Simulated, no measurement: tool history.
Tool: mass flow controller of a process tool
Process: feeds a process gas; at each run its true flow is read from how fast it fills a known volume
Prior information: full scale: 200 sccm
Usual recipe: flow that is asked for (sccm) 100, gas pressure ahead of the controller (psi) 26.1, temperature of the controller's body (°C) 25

run,hour,flow that is asked for (sccm),gas pressure ahead of the controller (psi),temperature of the controller's body (°C),true flow (%)
1,0.0,100,26.1,25,99.40
2,103.3,100,26.1,25,99.35
3,165.8,100,26.1,25,99.33
4,298.6,100,32.5,25,99.41
5,415.9,100,32.5,25,99.34
6,476.2,46,26.1,25,98.62
7,600.1,46,26.1,25,98.52
8,665.3,46,26.1,25,98.51
9,783.3,21,26.1,25,97.79
10,854.6,116,26.1,25,99.24
11,970.5,116,26.1,25,99.16
12,1068.5,116,26.1,25,99.10
13,1165.1,116,26.1,25,99.17
14,1268.4,116,26.1,25,98.98
15,1357.4,162,26.1,25,99.60
16,1444.1,162,26.1,25,99.57
17,1505.9,162,26.1,25,99.43
18,1612.6,162,26.1,25,99.49
19,1716.4,100,26.1,25,98.88
20,1817.3,25,26.1,25,97.58
21,1885.7,25,26.1,25,97.61
22,1967.3,25,26.1,21,98.02
23,2073.8,25,26.1,21,97.95
24,2197.4,25,26.1,21,97.88
25,2252.0,38,31.5,35,96.67
26,2337.1,135,24.2,35,97.88
27,2421.1,65,21.5,28,97.81

Run 28 has not been measured yet. What should we expect?
28,2501.3,65,21.5,28,?

Run 28 produced true flow (%) 97.84.
If the tool had no hidden condition, the same run with the same run-to-run variation would have returned true flow (%) 98.32.

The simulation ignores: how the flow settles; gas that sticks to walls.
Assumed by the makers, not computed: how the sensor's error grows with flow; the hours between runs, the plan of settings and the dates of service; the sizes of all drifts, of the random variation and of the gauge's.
